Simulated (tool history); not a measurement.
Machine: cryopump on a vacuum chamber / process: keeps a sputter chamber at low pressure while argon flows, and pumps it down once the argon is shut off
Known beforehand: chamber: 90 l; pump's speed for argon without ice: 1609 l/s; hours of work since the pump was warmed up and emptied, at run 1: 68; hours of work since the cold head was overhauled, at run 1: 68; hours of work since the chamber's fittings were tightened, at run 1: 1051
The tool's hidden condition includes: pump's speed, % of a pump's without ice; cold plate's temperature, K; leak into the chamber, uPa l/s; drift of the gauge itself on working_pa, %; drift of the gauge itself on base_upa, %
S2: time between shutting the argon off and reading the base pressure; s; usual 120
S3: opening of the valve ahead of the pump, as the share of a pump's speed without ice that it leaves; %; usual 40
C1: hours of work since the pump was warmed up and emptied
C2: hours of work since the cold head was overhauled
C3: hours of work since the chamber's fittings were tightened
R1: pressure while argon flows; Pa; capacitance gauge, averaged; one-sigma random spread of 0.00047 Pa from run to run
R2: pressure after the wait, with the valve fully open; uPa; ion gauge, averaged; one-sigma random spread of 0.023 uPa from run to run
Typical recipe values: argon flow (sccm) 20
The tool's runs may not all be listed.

run 1 hour=0.0 | argon_flow_(sccm)=20 S2=120 S3=40 | C1=68 C2=68 C3=1051 | R1=0.0534 R2=1.78
run 2 hour=16.6 | argon_flow_(sccm)=20 S2=120 S3=40 | C1=79 C2=79 C3=1063 | R1=0.0538 R2=1.75
run 3 hour=38.4 | argon_flow_(sccm)=20 S2=120 S3=40 | C1=93 C2=93 C3=1077 | R1=0.0526 R2=1.77
run 4 hour=61.2 | argon_flow_(sccm)=20 S2=120 S3=40 | C1=109 C2=109 C3=1092 | R1=0.0527 R2=1.77
run 5 hour=74.3 | argon_flow_(sccm)=12 S2=120 S3=40 | C1=117 C2=117 C3=1101 | R1=0.0326 R2=1.78
run 6 hour=95.8 | argon_flow_(sccm)=12 S2=120 S3=40 | C1=132 C2=132 C3=1115 | R1=0.0325 R2=1.86
run 7 hour=110.0 | argon_flow_(sccm)=32 S2=120 S3=40 | C1=141 C2=141 C3=1125 | R1=0.0858 R2=1.86
run 8 hour=125.0 | argon_flow_(sccm)=32 S2=120 S3=40 | C1=151 C2=151 C3=1135 | R1=0.0865 R2=1.86
run 9 hour=147.7 | argon_flow_(sccm)=21 S2=120 S3=40 | C1=166 C2=166 C3=1150 | R1=0.0568 R2=1.85
run 10 hour=158.9 | argon_flow_(sccm)=21 S2=120 S3=40 | C1=174 C2=174 C3=1157 | R1=0.0574 R2=1.92
run 11 hour=181.4 | argon_flow_(sccm)=21 S2=120 S3=40 | C1=189 C2=189 C3=1172 | R1=0.0573 R2=1.90
run 12 hour=195.5 | argon_flow_(sccm)=21 S2=120 S3=40 | C1=198 C2=198 C3=1182 | R1=0.0570 R2=1.92
run 13 hour=210.7 | argon_flow_(sccm)=20 S2=67 S3=40 | C1=208 C2=208 C3=1192 | R1=0.0537 R2=2.38
run 14 hour=233.4 | argon_flow_(sccm)=20 S2=67 S3=40 | C1=223 C2=223 C3=1207 | R1=0.0541 R2=2.49
run 15 hour=247.7 | argon_flow_(sccm)=16 S2=120 S3=40 | C1=233 C2=233 C3=1216 | R1=0.0428 R2=2.01
run 16 hour=269.0 | argon_flow_(sccm)=16 S2=24 S3=40 | C1=247 C2=247 C3=1230 | R1=0.0437 R2=4.21
run 17 hour=287.4 | argon_flow_(sccm)=20 S2=120 S3=40 | C1=259 C2=259 C3=1243 | R1=0.0540 R2=2.03
run 18 hour=307.6 | argon_flow_(sccm)=10 S2=36 S3=45 | C1=273 C2=273 C3=1256 | R1=0.0247 R2=3.31
run 19 hour=323.0 | argon_flow_(sccm)=20 S2=143 S3=45 | C1=283 C2=283 C3=1266 | R1=0.0483 R2=1.94
run 20 hour=341.4 | argon_flow_(sccm)=13 S2=281 S3=47 | C1=295 C2=295 C3=1279 | R1=0.0320 R2=1.79
run 21 hour=363.3 | argon_flow_(sccm)=20 S2=43 S3=23 | C1=310 C2=310 C3=1293 | R1=0.0942 R2=3.06
run 22 hour=384.8 | argon_flow_(sccm)=19 S2=88 S3=56 | C1=324 C2=324 C3=1308 | R1=0.0381 R2=2.33
run 23 hour=394.3 | argon_flow_(sccm)=20 S2=120 S3=18 | C1=330 C2=330 C3=1314 | R1=0.1194 R2=2.14
run 24 hour=412.9 | argon_flow_(sccm)=11 S2=107 S3=38 | C1=343 C2=343 C3=1326 | R1=0.0315 R2=2.24
run 25 hour=424.9 | argon_flow_(sccm)=11 S2=107 S3=38 | C1=351 C2=351 C3=1334 | R1=0.0319 R2=2.32
run 26 hour=437.5 | argon_flow_(sccm)=11 S2=107 S3=38 | C1=359 C2=359 C3=1343 | R1=0.0323 R2=2.34
run 27 hour=458.2 | argon_flow_(sccm)=19 S2=62 S3=18 | C1=373 C2=373 C3=1356 | R1=0.1145 R2=2.83
run 28 hour=468.9 | argon_flow_(sccm)=19 S2=62 S3=18 | C1=380 C2=380 C3=1363 | R1=0.1137 R2=2.81
run 29 hour=479.1 | argon_flow_(sccm)=8 S2=22 S3=19 | C1=387 C2=387 C3=1370 | R1=0.0460 R2=4.62
run 30 hour=501.9 | argon_flow_(sccm)=8 S2=22 S3=19 | C1=402 C2=402 C3=1385 | R1=0.0457 R2=4.67
run 31 hour=523.7 | argon_flow_(sccm)=9 S2=32 S3=40 | C1=416 C2=416 C3=1400 | R1=0.0256 R2=3.70
run 32 hour=538.1 | argon_flow_(sccm)=14 S2=32 S3=40 | C1=426 C2=426 C3=1410 | R1=0.0391 R2=3.79
run 33 hour=560.5 | argon_flow_(sccm)=14 S2=32 S3=40 | C1=441 C2=441 C3=1424 | R1=0.0385 R2=3.89
run 34 hour=581.5 | argon_flow_(sccm)=24 S2=32 S3=40 | C1=455 C2=455 C3=1438 | R1=0.0684 R2=3.96

Some steps in R1 between neighbouring runs. How much of each would the tool show without its hidden state too (settings, what came in, random variation), and how much is left for the hidden state, with any gauge scatter that isn't in both results?
Run 22 -> 23: argon flow (sccm) 19 -> 20, S2 88 -> 120, S3 56 -> 18. R1 +0.0813 Pa: hidden state +0.0002, all else +0.0811.
Run 23 -> 24: argon flow (sccm) 20 -> 11, S2 120 -> 107, S3 18 -> 38. R1 -0.0879 Pa: hidden state -0.0011, all else -0.0868.
Run 26 -> 27: argon flow (sccm) 11 -> 19, S2 107 -> 62, S3 38 -> 18. R1 +0.0822 Pa: hidden state +0.0014, all else +0.0808.
Run 28 -> 29: argon flow (sccm) 19 -> 8, S2 62 -> 22, S3 18 -> 19. R1 -0.0677 Pa: hidden state -0.0016, all else -0.0661.
Run 33 -> 34: argon flow (sccm) 14 -> 24. R1 +0.0299 Pa: hidden state +0.0020, all else +0.0279.

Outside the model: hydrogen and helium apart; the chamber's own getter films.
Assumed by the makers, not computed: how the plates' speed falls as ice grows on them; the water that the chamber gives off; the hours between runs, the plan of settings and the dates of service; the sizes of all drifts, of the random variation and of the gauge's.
